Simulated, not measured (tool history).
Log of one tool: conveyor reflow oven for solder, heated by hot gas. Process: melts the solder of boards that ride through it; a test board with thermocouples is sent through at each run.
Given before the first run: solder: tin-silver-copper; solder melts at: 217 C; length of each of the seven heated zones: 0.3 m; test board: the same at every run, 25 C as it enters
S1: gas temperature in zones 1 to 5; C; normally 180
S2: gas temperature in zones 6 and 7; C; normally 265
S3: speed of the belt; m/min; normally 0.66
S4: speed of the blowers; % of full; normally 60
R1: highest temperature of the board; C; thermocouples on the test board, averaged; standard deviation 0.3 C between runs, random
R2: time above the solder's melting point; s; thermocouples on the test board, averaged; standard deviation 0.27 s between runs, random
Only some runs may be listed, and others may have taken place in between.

run 1 day=0 | S1=180 S2=265 S3=0.66 S4=60 | R1=249.4 R2=40
run 2 day=0.25 | S1=180 S2=265 S3=0.66 S4=60 | R1=248.8 R2=40.1
run 3 day=0.512 | S1=180 S2=265 S3=0.66 S4=56 | R1=248.1 R2=39
run 4 day=1.062 | S1=180 S2=265 S3=0.66 S4=56 | R1=248 R2=38.9
run 5 day=1.354 | S1=180 S2=265 S3=0.66 S4=56 | R1=247.7 R2=39
run 6 day=1.821 | S1=180 S2=261 S3=0.66 S4=60 | R1=245.7 R2=37.8
run 7 day=2.383 | S1=180 S2=264 S3=0.66 S4=60 | R1=248.3 R2=39.4
run 8 day=2.821 | S1=180 S2=264 S3=0.66 S4=60 | R1=248 R2=39.4
run 9 day=3.312 | S1=180 S2=264 S3=0.66 S4=60 | R1=248 R2=39.6
run 10 day=3.617 | S1=180 S2=264 S3=0.66 S4=60 | R1=247.8 R2=39.6
run 11 day=4.017 | S1=166 S2=264 S3=0.66 S4=60 | R1=245 R2=34
run 12 day=4.25 | S1=166 S2=264 S3=0.66 S4=60 | R1=244.9 R2=34.1
run 13 day=4.496 | S1=180 S2=260 S3=0.66 S4=53 | R1=242.2 R2=34.9
-- day=4.742 flux residue cleaned out of gas plates and filters
run 14 day=5.083 | S1=171 S2=260 S3=0.66 S4=53 | R1=240.5 R2=31
run 15 day=5.588 | S1=171 S2=260 S3=0.66 S4=53 | R1=240.2 R2=31
-- day=5.988 flux residue cleaned out of gas plates and filters, once more
run 16 day=6.208 | S1=192 S2=274 S3=0.585 S4=60 | R1=262.4 R2=56.6
run 17 day=6.529 | S1=176 S2=270 S3=0.587 S4=50 | R1=253.5 R2=46.4
run 18 day=6.925 | S1=176 S2=279 S3=0.611 S4=50 | R1=259.3 R2=47
run 19 day=7.433 | S1=176 S2=279 S3=0.611 S4=50 | R1=259.3 R2=47.6
run 20 day=7.954 | S1=178 S2=265 S3=0.704 S4=60 | R1=245.6 R2=34.8
run 21 day=8.412 | S1=180 S2=265 S3=0.549 S4=60 | R1=254.5 R2=52.8
run 22 day=8.721 | S1=180 S2=266 S3=0.628 S4=60 | R1=251.2 R2=43.9

Measured less the same run without the tool's hidden state. The same run-to-run variation is in both; the gauge's scatter may not be:
The tool's hidden condition here consists of: heat that the gas passes to the board, % of a clean oven's; belt's true speed, % of the reading; true gas temperature in zones 6 and 7 over the reading, C; drift of the gauge itself on peak_c, C; drift of the gauge itself on liquid_s, %.
run=1 R1=+1.4 R2=+0.9
run=2 R1=+1.4 R2=+0.9
run=3 R1=+1.3 R2=+0.9
run=4 R1=+1.2 R2=+0.8
run=5 R1=+1.2 R2=+0.8
run=6 R1=+1.1 R2=+0.8
run=7 R1=+1.2 R2=+0.7
run=8 R1=+1.1 R2=+0.7
run=9 R1=+1 R2=+0.7
run=10 R1=+1 R2=+0.6
run=11 R1=+0.9 R2=+0.5
run=12 R1=+0.9 R2=+0.5
run=13 R1=+1 R2=+0.6
run=14 R1=+0.7 R2=+0.5
run=15 R1=+0.7 R2=+0.4
run=16 R1=+1.7 R2=+0.9
run=17 R1=+1.5 R2=+1.1
run=18 R1=+1.5 R2=+1
run=19 R1=+1.4 R2=+0.9
run=20 R1=+1.3 R2=+0.8
run=21 R1=+1.5 R2=+1
run=22 R1=+1.3 R2=+0.8
